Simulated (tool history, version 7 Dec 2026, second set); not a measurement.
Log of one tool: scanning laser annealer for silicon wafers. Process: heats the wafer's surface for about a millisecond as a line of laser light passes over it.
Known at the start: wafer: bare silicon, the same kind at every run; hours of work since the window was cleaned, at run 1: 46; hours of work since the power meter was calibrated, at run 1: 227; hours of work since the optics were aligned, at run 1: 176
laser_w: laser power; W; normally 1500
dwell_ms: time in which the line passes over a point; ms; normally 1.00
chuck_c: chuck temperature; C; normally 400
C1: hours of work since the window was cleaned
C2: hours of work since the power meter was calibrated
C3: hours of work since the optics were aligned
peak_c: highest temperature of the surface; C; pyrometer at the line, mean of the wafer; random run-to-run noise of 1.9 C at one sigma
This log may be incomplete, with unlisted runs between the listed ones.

Run 1, hour 0.0: usual settings; C1 46; C2 227; C3 176. Result: peak_c 1095 C.
Run 2, hour 14.4: usual settings; C1 54; C2 235; C3 184. Result: peak_c 1098 C.
Run 3, hour 41.5: usual settings; C1 70; C2 251; C3 200. Result: peak_c 1094 C.
Run 4, hour 58.6: usual settings but laser_w 1326 W; C1 80; C2 261; C3 210. Result: peak_c 1007 C.
Run 5, hour 80.9: usual settings but laser_w 1326 W; C1 92; C2 274; C3 222. Result: peak_c 1008 C.
Run 6, hour 96.9: usual settings but dwell_ms 1.05 ms; C1 102; C2 283; C3 232. Result: peak_c 1107 C.
Run 7, hour 124.9: usual settings but dwell_ms 1.05 ms; C1 118; C2 299; C3 248. Result: peak_c 1105 C.
Run 8, hour 152.0: usual settings but dwell_ms 1.05 ms; C1 133; C2 314; C3 263. Result: peak_c 1103 C.
Run 9, hour 177.2: usual settings but dwell_ms 1.05 ms; C1 148; C2 329; C3 278. Result: peak_c 1104 C.
Run 10, hour 199.8: usual settings but dwell_ms 1.05 ms; C1 161; C2 342; C3 291. Result: peak_c 1105 C.
Run 11, hour 225.3: usual settings but dwell_ms 1.10 ms; C1 175; C2 357; C3 306. Result: peak_c 1114 C.
Run 12, hour 252.1: usual settings but laser_w 1617 W, dwell_ms 0.97 ms, chuck_c 376 C; C1 191; C2 372; C3 321. Result: peak_c 1111 C.
Run 13, hour 278.4: usual settings but laser_w 1598 W, dwell_ms 0.96 ms, chuck_c 430 C; C1 206; C2 387; C3 336. Result: peak_c 1149 C.
Run 14, hour 303.0: usual settings but laser_w 1625 W, dwell_ms 0.73 ms, chuck_c 396 C; C1 220; C2 401; C3 350. Result: peak_c 1046 C.
Run 15, hour 318.5: usual settings but chuck_c 410 C; C1 229; C2 410; C3 359. Result: peak_c 1090 C.
Run 16, hour 337.6: usual settings but chuck_c 410 C; C1 240; C2 421; C3 370. Result: peak_c 1090 C.
Run 17, hour 363.1: usual settings but chuck_c 410 C; C1 255; C2 436; C3 385. Result: peak_c 1089 C.
Run 18, hour 383.6: usual settings but dwell_ms 0.85 ms, chuck_c 375 C; C1 267; C2 448; C3 397. Result: peak_c 1005 C.
Run 19, hour 402.8: usual settings but dwell_ms 0.95 ms; C1 278; C2 459; C3 408. Result: peak_c 1060 C.
Run 20, hour 414.6: usual settings but laser_w 1431 W; C1 284; C2 466; C3 414. Result: peak_c 1046 C.

For some of the steps in peak_c from one run to the next: how much would appear even if the tool had no hidden state, given the settings, what came in and random variation, and how much remains for the hidden state plus any gauge scatter that the measured result and the result without hidden state don't share?
Hidden state present: light that passes the window, % of a clean one's; laser's true power over the reading, %; width of the line over the set one, %; drift of the gauge itself on peak_c, C.
Run 5 -> 6: laser_w 1326 -> 1500, dwell_ms 1.00 -> 1.05. peak_c +99 C: hidden state -3, all else +102.
Run 11 -> 12: laser_w 1500 -> 1617, dwell_ms 1.10 -> 0.97, chuck_c 400 -> 376. peak_c -3 C: hidden state -3, all else +0.
Run 13 -> 14: laser_w 1598 -> 1625, dwell_ms 0.96 -> 0.73, chuck_c 430 -> 396. peak_c -103 C: hidden state +1, all else -104.
